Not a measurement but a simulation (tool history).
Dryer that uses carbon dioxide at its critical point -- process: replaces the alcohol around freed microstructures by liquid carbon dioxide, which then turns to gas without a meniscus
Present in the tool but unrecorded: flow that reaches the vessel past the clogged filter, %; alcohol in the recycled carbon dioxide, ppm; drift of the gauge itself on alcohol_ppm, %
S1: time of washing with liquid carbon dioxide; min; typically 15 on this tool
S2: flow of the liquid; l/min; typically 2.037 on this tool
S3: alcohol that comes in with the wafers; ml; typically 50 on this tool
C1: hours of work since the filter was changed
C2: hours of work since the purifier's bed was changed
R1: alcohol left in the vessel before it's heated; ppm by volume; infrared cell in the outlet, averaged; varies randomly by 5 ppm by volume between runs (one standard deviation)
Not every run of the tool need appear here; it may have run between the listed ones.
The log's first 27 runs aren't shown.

| run | hour | S1 | S2 | S3 | C1 | C2 | R1 |
|---|---|---|---|---|---|---|---|
| 28 | 183.7 | 19 | 2.060 | 27 | 279 | 324 | 162 |
| 29 | 191.0 | 19 | 1.670 | 27 | 283 | 329 | 158 |
| 30 | 197.2 | 19 | 1.670 | 27 | 287 | 333 | 156 |
| 31 | 205.1 | 19 | 1.910 | 27 | 293 | 338 | 164 |
| 32 | 211.0 | 16 | 3.400 | 107 | 296 | 342 | 158 |
| 33 | 220.9 | 16 | 3.400 | 107 | 303 | 348 | 167 |
| 34 | 227.8 | 17 | 3.040 | 32 | 307 | 353 | 174 |
| 35 | 233.6 | 21 | 3.040 | 65 | 311 | 357 | 170 |
| 36 | 241.2 | 21 | 3.040 | 65 | 316 | 362 | 164 |
| 37 | 245.7 | 21 | 3.040 | 65 | 319 | 364 | 169 |
| 38 | 252.6 | 15 | 2.430 | 50 | 323 | 369 | 184 |
| 39 | 258.8 | 21 | 1.660 | 23 | 327 | 373 | 188 |
| 40 | 265.5 | 21 | 1.660 | 23 | 332 | 377 | 189 |

Predict each of these 4 candidate next runs independently; none follows another, all start after run 40:
| A | 275.9 | 15 | 2.040 | 21 | 339 | 384 | ? |
| B | 275.9 | 21 | 1.660 | 75 | 339 | 384 | ? |
| C | 275.9 | 11 | 1.700 | 76 | 339 | 384 | ? |
| D | 275.9 | 11 | 1.600 | 26 | 339 | 384 | ? |

| run | R1 |
|---|---|
| A | 188 |
| B | 185 |
| C | 531 |
| D | 341 |
What these runs would have given with no unlogged condition in the tool:
| run | R1 |
|---|---|
| A | 8 |
| B | 3 |
| C | 275 |
| D | 129 |
